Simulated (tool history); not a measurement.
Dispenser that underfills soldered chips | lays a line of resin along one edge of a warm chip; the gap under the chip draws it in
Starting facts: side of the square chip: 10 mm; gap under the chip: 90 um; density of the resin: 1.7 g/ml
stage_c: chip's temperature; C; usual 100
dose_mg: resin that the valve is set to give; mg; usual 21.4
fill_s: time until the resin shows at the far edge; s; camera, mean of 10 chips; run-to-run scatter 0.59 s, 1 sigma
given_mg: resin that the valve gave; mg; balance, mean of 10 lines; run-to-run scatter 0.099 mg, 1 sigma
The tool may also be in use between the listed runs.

run	day	stage_c	dose_mg	fill_s	given_mg
1	0	100	21.4	84.3	20.28
# day 0.3: new syringe of resin
2	0.525	100	21.4	72.1	20.27
3	0.762	100	21.4	103.8	20.15
# day 0.912: new syringe of resin
4	1.133	100	21.4	74	19.92
# day 1.346: dispensing valve cleaned and set on the balance
5	1.425	100	21.4	104.4	21.49
# day 1.579: new syringe of resin
6	1.867	100	21.4	79.4	21.18
# day 2.208: new syringe of resin
7	2.379	100	21.4	67.3	21.47
8	2.742	100	21.4	117.3	21.28
# day 2.854: new syringe of resin
9	3.104	100	21.4	73.8	21.2
10	3.371	100	21.4	113.3	21.19
# day 3.471: new syringe of resin
11	3.879	100	21	97.4	20.7
# day 4.108: new syringe of resin
12	4.15	100	21	54.8	20.49

Run 13 comes next. What will it give?
13	4.696	100	24.4	?	?

fill_s: 122.7 s
given_mg: 23.83 mg
Were there no unlogged condition in the tool, this run, its random variation unchanged, would have produced fill_s 49.2 s, given_mg 24.4 mg.
